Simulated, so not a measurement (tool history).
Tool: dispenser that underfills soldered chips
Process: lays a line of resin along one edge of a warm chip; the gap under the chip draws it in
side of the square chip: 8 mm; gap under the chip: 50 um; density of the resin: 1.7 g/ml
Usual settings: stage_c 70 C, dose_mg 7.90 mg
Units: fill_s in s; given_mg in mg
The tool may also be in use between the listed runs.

run,hour,stage_c,dose_mg,fill_s,given_mg
1,0.0,70,7.90,86.3,7.79
2,7.0,70,7.90,118.0,7.77
3,12.0,65,7.90,186.7,7.76
# hour 13.3: new syringe of resin
4,16.9,65,7.90,105.9,7.81
5,22.3,70,7.90,107.2,7.74
6,27.6,70,7.44,138.4,7.28
# hour 30.5: new syringe of resin
7,32.1,70,7.44,76.6,7.24
8,39.3,75,7.90,85.4,7.70
9,44.8,75,7.90,108.8,7.66
# hour 47.7: new syringe of resin
10,52.0,75,7.90,67.7,7.61
11,55.7,58,7.61,178.6,7.36
12,62.2,58,7.61,242.6,7.35
# hour 64.9: new syringe of resin
13,70.1,70,7.90,91.8,7.61
14,75.9,58,8.02,204.9,7.69
# hour 82.0: new syringe of resin
15,82.4,67,7.96,82.1,7.63
16,86.4,67,7.96,97.6,7.60

3 ways to go on from here, each from the tool as it stands after run 16. What would each give?
A,92.8,69,8.40,?,?
B,92.8,81,10.02,?,?
C,92.8,58,8.01,?,?

run,fill_s,given_mg
A,120.3,7.99
B,69.1,9.53
C,200.0,7.63
Without the tool's hidden state the same runs would have given:
run,fill_s,given_mg
A,75.9,8.37
B,43.8,9.99
C,126.4,8.00

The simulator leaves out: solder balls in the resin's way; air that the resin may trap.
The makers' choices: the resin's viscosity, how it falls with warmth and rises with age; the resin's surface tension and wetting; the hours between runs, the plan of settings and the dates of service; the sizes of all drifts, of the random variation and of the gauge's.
